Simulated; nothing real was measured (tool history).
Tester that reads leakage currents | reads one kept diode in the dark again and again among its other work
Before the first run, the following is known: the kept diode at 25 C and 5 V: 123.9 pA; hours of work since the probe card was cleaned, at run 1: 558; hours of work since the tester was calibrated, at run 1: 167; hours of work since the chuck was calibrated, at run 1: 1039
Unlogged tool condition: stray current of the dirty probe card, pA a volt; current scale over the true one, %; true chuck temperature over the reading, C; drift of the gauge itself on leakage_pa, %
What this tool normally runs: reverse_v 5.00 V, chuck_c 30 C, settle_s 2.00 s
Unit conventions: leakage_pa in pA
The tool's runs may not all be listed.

run,day,reverse_v,chuck_c,settle_s,hours of work since the probe card was cleaned,hours of work since the tester was calibrated,hours of work since the chuck was calibrated,leakage_pa
1,0.000,5.00,30,2.00,558,167,1039,213.12
2,0.950,5.00,30,2.00,570,179,1052,213.04
3,2.521,5.00,30,2.00,591,200,1073,213.33
4,3.850,5.00,30,2.00,609,218,1090,214.74
5,5.279,5.00,30,1.00,628,237,1109,215.30
6,6.962,5.00,30,1.00,650,259,1132,216.27
7,7.704,5.00,35,1.00,660,269,1141,328.18
8,8.983,5.00,21,2.00,677,286,1158,101.33
9,10.275,5.00,21,2.00,694,303,1176,101.45
10,11.467,5.00,30,5.86,710,319,1191,214.43
11,12.192,5.00,30,2.00,720,329,1201,216.78
12,13.433,5.00,30,2.00,736,345,1218,216.40
13,14.175,5.00,30,3.94,746,355,1227,218.18
14,15.500,5.00,30,2.00,764,373,1245,218.84
15,17.121,5.00,30,2.00,785,394,1267,218.70
# day 17.333: chuck's temperature calibrated
16,18.229,5.00,30,0.70,799,408,12,224.13
17,19.788,5.00,30,4.18,820,429,33,224.66
18,20.529,5.00,30,4.18,829,438,42,224.07
19,21.312,5.00,30,4.18,840,449,53,222.50
20,22.750,5.00,30,4.18,859,468,72,225.31
# day 23.554: chuck's temperature calibrated, once more
21,24.192,5.00,30,4.18,877,486,8,201.51
22,25.788,5.00,30,4.18,898,507,30,202.32
23,26.754,5.00,39,2.09,911,520,42,421.82
24,28.438,12.18,21,2.00,933,542,65,161.73
25,29.342,12.18,21,2.00,945,554,77,161.21
26,31.038,12.18,23,0.79,968,577,99,191.97
27,31.975,5.00,30,0.34,980,589,112,207.97
28,32.854,5.00,30,0.34,992,601,123,209.09
29,34.221,5.76,39,0.34,1010,619,142,464.27
30,35.742,5.76,39,0.34,1030,639,162,463.80
31,36.779,5.76,39,0.34,1044,653,176,465.84
# day 37.596: probe card cleaned and baked
32,38.221,3.74,39,1.81,8,671,193,357.92
33,39.771,1.90,39,2.00,29,691,214,254.25
34,40.608,5.00,45,2.78,40,702,225,673.24

What will run 35 give?
35,42.004,5.00,45,2.78,59,721,243,?

Run 35 came out at leakage_pa 671.67 pA.
On a tool with no hidden condition, and with the same random variation, this run would have come out at leakage_pa 659.85 pA.
